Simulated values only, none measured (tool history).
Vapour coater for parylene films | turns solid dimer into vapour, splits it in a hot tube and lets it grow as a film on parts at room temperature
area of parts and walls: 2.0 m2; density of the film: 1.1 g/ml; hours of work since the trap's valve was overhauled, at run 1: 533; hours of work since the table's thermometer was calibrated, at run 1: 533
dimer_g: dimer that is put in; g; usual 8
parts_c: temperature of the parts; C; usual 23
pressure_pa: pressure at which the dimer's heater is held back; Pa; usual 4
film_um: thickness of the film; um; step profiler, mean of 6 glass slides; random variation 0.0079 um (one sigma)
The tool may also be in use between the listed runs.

| run | hour | dimer_g | parts_c | pressure_pa | hours of work since the trap's valve was overhauled | hours of work since the table's thermometer was calibrated | film_um |
|---|---|---|---|---|---|---|---|
| 1 | 0 | 8 | 23 | 4 | 533 | 533 | 2.318 |
| 2 | 28.7 | 8 | 23 | 4 | 558 | 558 | 2.299 |
| 3 | 65.4 | 8 | 23 | 4 | 591 | 591 | 2.297 |
| 4 | 96.4 | 8 | 23 | 4 | 618 | 618 | 2.288 |
| 5 | 119.6 | 8 | 16 | 4 | 638 | 638 | 2.811 |
| 6 | 142 | 8 | 16 | 4 | 658 | 658 | 2.824 |
| 7 | 174.3 | 8 | 16 | 4 | 686 | 686 | 2.814 |
|  | 185.1 | trap's valve overhauled |
| 8 | 200.2 | 8 | 16 | 4 | 13 | 706 | 2.997 |
| 9 | 233.9 | 8 | 16 | 4 | 43 | 735 | 3.011 |
| 10 | 264.1 | 8 | 16 | 4 | 69 | 762 | 2.994 |
| 11 | 306.3 | 8 | 16 | 4 | 106 | 799 | 2.992 |
| 12 | 331.7 | 8 | 16 | 4 | 129 | 821 | 3.003 |
| 13 | 354.2 | 8 | 16 | 4 | 148 | 841 | 2.978 |
| 14 | 392.4 | 8 | 16 | 4 | 182 | 874 | 2.952 |
| 15 | 415 | 8 | 16 | 4 | 202 | 894 | 2.973 |
| 16 | 451.9 | 8 | 16 | 4 | 234 | 927 | 2.962 |
| 17 | 498.3 | 8 | 23 | 4 | 275 | 967 | 2.402 |
| 18 | 523 | 4 | 23 | 4 | 297 | 989 | 1.207 |
| 19 | 544.9 | 4 | 23 | 4 | 316 | 1008 | 1.187 |
| 20 | 564.3 | 4 | 23 | 4 | 333 | 1025 | 1.189 |
| 21 | 595 | 4 | 23 | 4 | 360 | 1052 | 1.192 |
| 22 | 618.4 | 4 | 23 | 4 | 380 | 1073 | 1.205 |
| 23 | 659.4 | 8 | 23 | 4 | 416 | 1109 | 2.37 |
| 24 | 701.9 | 4 | 23 | 4.32 | 454 | 1146 | 1.177 |
| 25 | 748.3 | 11 | 23 | 5.95 | 495 | 1187 | 3.139 |
| 26 | 782 | 11 | 23 | 5.95 | 524 | 1216 | 3.129 |
| 27 | 826.1 | 11 | 34 | 8.13 | 563 | 1255 | 2.195 |
| 28 | 860.4 | 9 | 17 | 3.39 | 593 | 1285 | 3.181 |
| 29 | 880.7 | 9 | 23 | 3.97 | 611 | 1303 | 2.619 |
| 30 | 912.2 | 10 | 21 | 4.2 | 638 | 1331 | 3.048 |
| 31 | 941.9 | 4 | 23 | 4 | 665 | 1357 | 1.169 |
|  | 978.8 | trap's valve overhauled |
| 32 | 992.1 | 8 | 29 | 6.23 | 12 | 1397 | 2.029 |
| 33 | 1010.9 | 6 | 15 | 4 | 28 | 1414 | 2.371 |
|  | 1014.7 | table's thermometer calibrated |
| 34 | 1043.9 | 10 | 31 | 9.27 | 56 | 26 | 2.235 |
| 35 | 1069.7 | 10 | 31 | 9.27 | 79 | 48 | 2.247 |
| 36 | 1110.8 | 3 | 24 | 4.77 | 115 | 84 | 0.868 |
| 37 | 1150.2 | 3 | 24 | 4.77 | 150 | 119 | 0.865 |
| 38 | 1173.7 | 12 | 30 | 5.02 | 170 | 140 | 2.879 |
| 39 | 1214.7 | 8 | 25 | 4.12 | 206 | 176 | 2.231 |
| 40 | 1243.3 | 10 | 23 | 11.1 | 231 | 201 | 2.738 |
| 41 | 1282.6 | 10 | 23 | 11.1 | 266 | 235 | 2.74 |
| 42 | 1327.8 | 10 | 23 | 11.1 | 306 | 275 | 2.733 |
| 43 | 1352 | 10 | 23 | 11.1 | 327 | 296 | 2.711 |
| 44 | 1397.4 | 6 | 18 | 11 | 367 | 336 | 1.885 |
| 45 | 1430 | 8 | 20 | 2.54 | 395 | 365 | 2.666 |
| 46 | 1464.4 | 6 | 30 | 4 | 425 | 395 | 1.435 |

Some steps in film_um between neighbouring runs. How much of each would the tool show without its hidden state too (settings, what came in, random variation), and how much is left for the hidden state, with any gauge scatter that isn't in both results?
The hidden state here: vapour lost through the trap's worn valve, %; true temperature of the parts over the reading, C; drift of the gauge itself on film_um, %.
Run 7 -> 8: trap's valve overhauled. film_um +0.183 um: hidden state +0.217, all else -0.034.
Run 24 -> 25: dimer_g 4 -> 11, pressure_pa 4.32 -> 5.95. film_um +1.962 um: hidden state -0.077, all else +2.039.
Run 30 -> 31: dimer_g 10 -> 4, parts_c 21 -> 23, pressure_pa 4.2 -> 4. film_um -1.879 um: hidden state +0.093, all else -1.972.
Run 31 -> 32: dimer_g 4 -> 8, parts_c 23 -> 29, pressure_pa 4 -> 6.23, trap's valve overhauled. film_um +0.86 um: hidden state +0.107, all else +0.753.
Run 37 -> 38: dimer_g 3 -> 12, parts_c 24 -> 30, pressure_pa 4.77 -> 5.02. film_um +2.014 um: hidden state -0.036, all else +2.05.
